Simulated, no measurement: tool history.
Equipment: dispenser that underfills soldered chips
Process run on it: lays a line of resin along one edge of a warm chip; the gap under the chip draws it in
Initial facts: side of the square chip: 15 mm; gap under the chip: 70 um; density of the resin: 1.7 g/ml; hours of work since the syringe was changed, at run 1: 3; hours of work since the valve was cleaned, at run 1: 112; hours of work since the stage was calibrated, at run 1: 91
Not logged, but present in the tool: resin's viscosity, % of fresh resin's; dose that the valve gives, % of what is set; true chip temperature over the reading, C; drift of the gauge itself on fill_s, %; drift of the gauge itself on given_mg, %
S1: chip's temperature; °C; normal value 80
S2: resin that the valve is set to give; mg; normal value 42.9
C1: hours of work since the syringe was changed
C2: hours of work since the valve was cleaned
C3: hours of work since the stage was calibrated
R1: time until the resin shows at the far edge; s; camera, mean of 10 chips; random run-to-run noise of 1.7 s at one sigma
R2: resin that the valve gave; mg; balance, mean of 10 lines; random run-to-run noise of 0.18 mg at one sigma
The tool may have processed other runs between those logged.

{"run": 1, "hour": 0.0, "S1": 80, "S2": 42.9, "C1": 3, "C2": 112, "C3": 91, "R1": 214.1, "R2": 40.89}
{"hour": 4.1, "done": "new syringe of resin"}
{"run": 2, "hour": 5.8, "S1": 80, "S2": 42.9, "C1": 1, "C2": 116, "C3": 95, "R1": 188.3, "R2": 40.51}
{"hour": 12.2, "done": "new syringe of resin"}
{"run": 3, "hour": 12.4, "S1": 80, "S2": 42.9, "C1": 0, "C2": 121, "C3": 100, "R1": 167.4, "R2": 40.6}
{"hour": 20.0, "done": "new syringe of resin"}
{"run": 4, "hour": 20.2, "S1": 80, "S2": 42.9, "C1": 0, "C2": 126, "C3": 105, "R1": 171.2, "R2": 40.39}
{"run": 5, "hour": 24.7, "S1": 80, "S2": 42.9, "C1": 3, "C2": 130, "C3": 109, "R1": 220.5, "R2": 40.32}
{"hour": 28.2, "done": "new syringe of resin"}
{"run": 6, "hour": 29.0, "S1": 80, "S2": 42.9, "C1": 1, "C2": 133, "C3": 111, "R1": 173.5, "R2": 40.41}
{"hour": 30.5, "done": "dispensing valve cleaned and set on the balance"}
{"hour": 37.2, "done": "new syringe of resin"}
{"run": 7, "hour": 37.9, "S1": 80, "S2": 42.9, "C1": 1, "C2": 5, "C3": 117, "R1": 171.4, "R2": 42.85}
{"run": 8, "hour": 42.7, "S1": 80, "S2": 42.9, "C1": 4, "C2": 9, "C3": 121, "R1": 233.7, "R2": 42.91}
{"hour": 45.2, "done": "new syringe of resin"}
{"run": 9, "hour": 51.2, "S1": 80, "S2": 42.9, "C1": 4, "C2": 15, "C3": 127, "R1": 239.7, "R2": 42.5}
{"hour": 53.4, "done": "new syringe of resin"}
{"run": 10, "hour": 56.8, "S1": 93, "S2": 42.9, "C1": 2, "C2": 19, "C3": 130, "R1": 130.5, "R2": 42.77}
{"hour": 61.4, "done": "new syringe of resin"}
{"run": 11, "hour": 61.7, "S1": 67, "S2": 42.9, "C1": 0, "C2": 22, "C3": 134, "R1": 262.6, "R2": 42.37}
{"run": 12, "hour": 65.8, "S1": 80, "S2": 48.3, "C1": 3, "C2": 25, "C3": 137, "R1": 215.1, "R2": 47.84}
{"hour": 69.3, "done": "new syringe of resin"}
{"run": 13, "hour": 69.7, "S1": 80, "S2": 48.3, "C1": 0, "C2": 28, "C3": 139, "R1": 172, "R2": 47.67}
{"run": 14, "hour": 76.7, "S1": 80, "S2": 42.9, "C1": 5, "C2": 33, "C3": 145, "R1": 264.6, "R2": 42.09}
{"hour": 77.3, "done": "new syringe of resin"}
{"run": 15, "hour": 82.3, "S1": 80, "S2": 54, "C1": 4, "C2": 37, "C3": 148, "R1": 221.9, "R2": 53.6}
{"hour": 85.2, "done": "new syringe of resin"}
{"run": 16, "hour": 86.7, "S1": 70, "S2": 50.9, "C1": 1, "C2": 39, "C3": 151, "R1": 248.5, "R2": 49.94}
{"run": 17, "hour": 90.4, "S1": 95, "S2": 42, "C1": 4, "C2": 42, "C3": 154, "R1": 145.6, "R2": 40.91}
{"hour": 93.2, "done": "new syringe of resin"}
{"run": 18, "hour": 97.3, "S1": 90, "S2": 42, "C1": 3, "C2": 47, "C3": 159, "R1": 155.8, "R2": 40.95}
{"hour": 101.2, "done": "new syringe of resin"}
{"run": 19, "hour": 102.3, "S1": 90, "S2": 42, "C1": 1, "C2": 50, "C3": 162, "R1": 129.3, "R2": 40.87}
{"hour": 109.2, "done": "new syringe of resin"}
{"run": 20, "hour": 109.7, "S1": 90, "S2": 42, "C1": 0, "C2": 56, "C3": 168, "R1": 127.1, "R2": 41.01}
{"run": 21, "hour": 114.3, "S1": 66, "S2": 51.2, "C1": 4, "C2": 59, "C3": 171, "R1": 358.4, "R2": 50.11}
{"hour": 117.3, "done": "new syringe of resin"}
{"run": 22, "hour": 119.1, "S1": 73, "S2": 48.7, "C1": 1, "C2": 62, "C3": 174, "R1": 229.5, "R2": 47.03}
{"run": 23, "hour": 124.6, "S1": 87, "S2": 40.7, "C1": 5, "C2": 66, "C3": 178, "R1": 212.1, "R2": 39.62}
{"hour": 125.4, "done": "new syringe of resin"}
{"run": 24, "hour": 131.1, "S1": 86, "S2": 43.4, "C1": 4, "C2": 71, "C3": 183, "R1": 193.1, "R2": 41.97}
{"hour": 133.2, "done": "new syringe of resin"}
{"run": 25, "hour": 137.8, "S1": 80, "S2": 36.7, "C1": 3, "C2": 76, "C3": 187, "R1": 218.8, "R2": 35.65}
{"hour": 141.0, "done": "new syringe of resin"}
{"run": 26, "hour": 143.5, "S1": 80, "S2": 36.7, "C1": 2, "C2": 80, "C3": 191, "R1": 196.9, "R2": 35.51}
{"run": 27, "hour": 148.3, "S1": 80, "S2": 36.7, "C1": 5, "C2": 83, "C3": 195, "R1": 255.5, "R2": 35.22}
{"hour": 149.1, "done": "new syringe of resin"}
{"run": 28, "hour": 155.2, "S1": 76, "S2": 44.7, "C1": 4, "C2": 88, "C3": 200, "R1": 274.7, "R2": 42.52}
{"hour": 157.3, "done": "new syringe of resin"}
{"run": 29, "hour": 159.8, "S1": 87, "S2": 42.4, "C1": 2, "C2": 91, "C3": 203, "R1": 154.4, "R2": 40.3}

Branching from run 29: 3 alternative next runs. What would each branch give?
{"hour": 165.4, "done": "new syringe of resin"}
{"run": "A", "hour": 167.5, "S1": 82, "S2": 42.4, "C1": 2, "C2": 96, "C3": 208, "R1": "?", "R2": "?"}
{"hour": 165.4, "done": "new syringe of resin"}
{"run": "B", "hour": 167.5, "S1": 66, "S2": 45.5, "C1": 2, "C2": 96, "C3": 208, "R1": "?", "R2": "?"}
{"hour": 165.4, "done": "new syringe of resin"}
{"run": "C", "hour": 167.5, "S1": 85, "S2": 50.5, "C1": 2, "C2": 96, "C3": 208, "R1": "?", "R2": "?"}

run=A R1=173.7 R2=40.75
run=B R1=297.4 R2=43.28
run=C R1=155.1 R2=48.37
What these runs would have given with no unlogged condition in the tool:
run=A R1=157.1 R2=42.61
run=B R1=270.4 R2=45.26
run=C R1=140.7 R2=50.57
